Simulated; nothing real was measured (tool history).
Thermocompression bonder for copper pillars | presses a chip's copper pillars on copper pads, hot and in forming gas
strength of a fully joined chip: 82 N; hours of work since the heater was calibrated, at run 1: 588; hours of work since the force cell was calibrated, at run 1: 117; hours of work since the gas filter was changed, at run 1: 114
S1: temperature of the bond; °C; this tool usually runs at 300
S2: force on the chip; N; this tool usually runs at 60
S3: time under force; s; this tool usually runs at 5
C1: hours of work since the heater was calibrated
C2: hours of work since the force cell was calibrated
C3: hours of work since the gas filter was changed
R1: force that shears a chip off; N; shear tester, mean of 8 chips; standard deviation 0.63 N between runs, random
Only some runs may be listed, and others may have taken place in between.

Run 1, hour 0: usual settings; C1 588; C2 117; C3 114. Result: R1 34 N.
Run 2, hour 21.4: usual settings but S2 46 N; C1 598; C2 127; C3 123. Result: R1 25.7 N.
Run 3, hour 35.6: usual settings but S2 46 N; C1 604; C2 134; C3 130. Result: R1 26.1 N.
Run 4, hour 51.8: usual settings; C1 612; C2 141; C3 137. Result: R1 32.9 N.
Run 5, hour 62.8: usual settings but S2 69 N; C1 617; C2 146; C3 142. Result: R1 38.3 N.
Run 6, hour 86.9: usual settings but S2 69 N; C1 627; C2 157; C3 153. Result: R1 38.1 N.
Run 7, hour 102.1: usual settings; C1 634; C2 164; C3 160. Result: R1 33.2 N.
Run 8, hour 127.9: usual settings; C1 646; C2 175; C3 172. Result: R1 33.5 N.
At hour 145.6: forming gas filter changed.
Run 9, hour 153.2: usual settings but S1 303 °C, S2 39 N, S3 7 s; C1 657; C2 187; C3 3. Result: R1 26.5 N.
Run 10, hour 178.4: usual settings but S2 64 N, S3 3 s; C1 669; C2 198; C3 15. Result: R1 30.6 N.
Run 11, hour 190.4: usual settings but S2 77 N, S3 3 s; C1 674; C2 203; C3 20. Result: R1 36.6 N.
Run 12, hour 206: usual settings but S1 288 °C, S2 38 N, S3 3 s; C1 681; C2 211; C3 27. Result: R1 14.1 N.
Run 13, hour 224.4: usual settings but S1 308 °C, S3 8 s; C1 690; C2 219; C3 36. Result: R1 43.7 N.
At hour 233.9: heater calibrated with a thermocouple chip.
Run 14, hour 248.6: usual settings but S1 308 °C, S3 8 s; C1 7; C2 229; C3 46. Result: R1 48.1 N.
Run 15, hour 270.6: usual settings but S1 271 °C, S2 38 N, S3 7 s; C1 17; C2 239; C3 56. Result: R1 18.4 N.
Run 16, hour 284: usual settings but S1 271 °C, S2 74 N, S3 4 s; C1 23; C2 245; C3 62. Result: R1 30.3 N.

Branching from run 16: 4 alternative next runs. What would each branch give?
Run A, hour 300.1: usual settings but S1 271 °C, S2 74 N, S3 3 s; C1 30; C2 252; C3 69. Result: R1 ?.
Run B, hour 300.1: usual settings but S1 271 °C, S2 55 N, S3 15 s; C1 30; C2 252; C3 69. Result: R1 ?.
Run C, hour 300.1: usual settings but S1 271 °C, S2 50 N, S3 4 s; C1 30; C2 252; C3 69. Result: R1 ?.
Run D, hour 300.1: usual settings but S1 271 °C, S2 48 N, S3 12 s; C1 30; C2 252; C3 69. Result: R1 ?.

run    R1
  A  26.7
  B  37.2
  C    20
  D    30
The same runs, with their run-to-run variation unchanged, on a tool lacking any hidden condition would have given:
run    R1
  A  27.8
  B  38.6
  C  20.8
  D  31.2

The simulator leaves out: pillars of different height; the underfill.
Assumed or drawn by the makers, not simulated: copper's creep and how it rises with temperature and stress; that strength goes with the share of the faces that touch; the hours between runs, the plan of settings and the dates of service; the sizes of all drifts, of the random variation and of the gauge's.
